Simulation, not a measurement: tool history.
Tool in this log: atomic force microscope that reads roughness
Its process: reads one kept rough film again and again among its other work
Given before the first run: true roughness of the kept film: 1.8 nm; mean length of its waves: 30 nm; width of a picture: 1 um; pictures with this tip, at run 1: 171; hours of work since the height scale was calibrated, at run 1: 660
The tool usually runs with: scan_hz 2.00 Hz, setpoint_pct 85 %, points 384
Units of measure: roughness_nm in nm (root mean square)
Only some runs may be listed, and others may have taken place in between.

run,hour,scan_hz,setpoint_pct,points,pictures with this tip,hours of work since the height scale was calibrated,roughness_nm
1,0.0,2.00,85,384,171,660,1.273
2,24.6,2.00,85,384,212,674,1.252
# hour 45.0: new tip fitted
3,53.8,2.00,85,388,14,689,1.356
4,72.9,2.00,85,818,46,700,1.339
5,93.0,2.00,85,818,80,711,1.322
6,113.1,2.00,63,818,113,722,1.486
7,153.2,2.00,63,274,180,743,1.411
8,170.4,2.00,63,274,208,753,1.404
# hour 194.8: new tip fitted
9,200.7,2.00,85,350,10,769,1.345
10,218.3,2.00,85,350,39,778,1.328
11,252.0,2.00,76,384,96,797,1.389
12,280.9,2.00,85,384,144,812,1.267
# hour 285.5: height scale calibrated on a step standard
13,309.6,2.00,85,384,190,13,1.233
14,339.9,2.00,85,384,240,30,1.221
# hour 343.1: new tip fitted
15,372.9,2.00,85,628,49,47,1.322
# hour 400.3: height scale calibrated on a step standard, once more
16,403.2,2.00,85,628,98,2,1.302
17,430.6,2.00,85,628,144,16,1.263
18,451.9,2.00,85,628,179,28,1.255
19,478.6,2.00,85,384,224,42,1.222
# hour 493.2: new tip fitted
20,499.2,3.88,85,384,10,53,1.157
21,534.9,2.00,85,599,70,73,1.306
22,574.3,3.35,61,384,135,94,1.410
23,604.3,2.00,85,726,185,110,1.254
24,624.8,2.00,85,726,219,122,1.234
# hour 642.3: new tip fitted
25,642.9,0.89,85,453,0,131,1.514
26,663.5,0.89,85,453,35,142,1.470
27,692.7,1.16,63,510,83,158,1.524
28,718.1,1.16,63,510,126,172,1.493
29,753.0,1.32,84,276,184,191,1.317
30,773.4,0.83,85,405,218,202,1.371
# hour 791.9: new tip fitted
31,797.1,1.63,79,405,8,215,1.428
32,817.8,1.63,73,405,43,226,1.475
33,845.7,2.19,73,915,89,241,1.398
34,863.1,1.24,73,499,118,250,1.450
35,899.0,1.24,73,499,178,270,1.407
36,928.9,2.00,83,602,228,286,1.229
# hour 940.1: new tip fitted
37,963.3,1.03,70,260,38,305,1.526
38,999.5,1.03,58,260,99,324,1.536
39,1025.3,1.03,58,260,142,338,1.500

Results for each run, recomputed without the tool's hidden state and with each run's random variation untouched:
The tool's hidden condition here consists of: radius of the tip, nm; height scale over the true one, %; drift of the gauge itself on roughness_nm, %.
run,roughness_nm
1,1.367
2,1.370
3,1.364
4,1.367
5,1.370
6,1.564
7,1.534
8,1.547
9,1.354
10,1.355
11,1.457
12,1.359
13,1.348
14,1.362
15,1.352
16,1.373
17,1.360
18,1.372
19,1.365
20,1.166
21,1.357
22,1.506
23,1.370
24,1.369
25,1.517
26,1.498
27,1.595
28,1.592
29,1.441
30,1.522
31,1.445
32,1.517
33,1.472
34,1.547
35,1.543
36,1.378
37,1.560
38,1.616
39,1.609
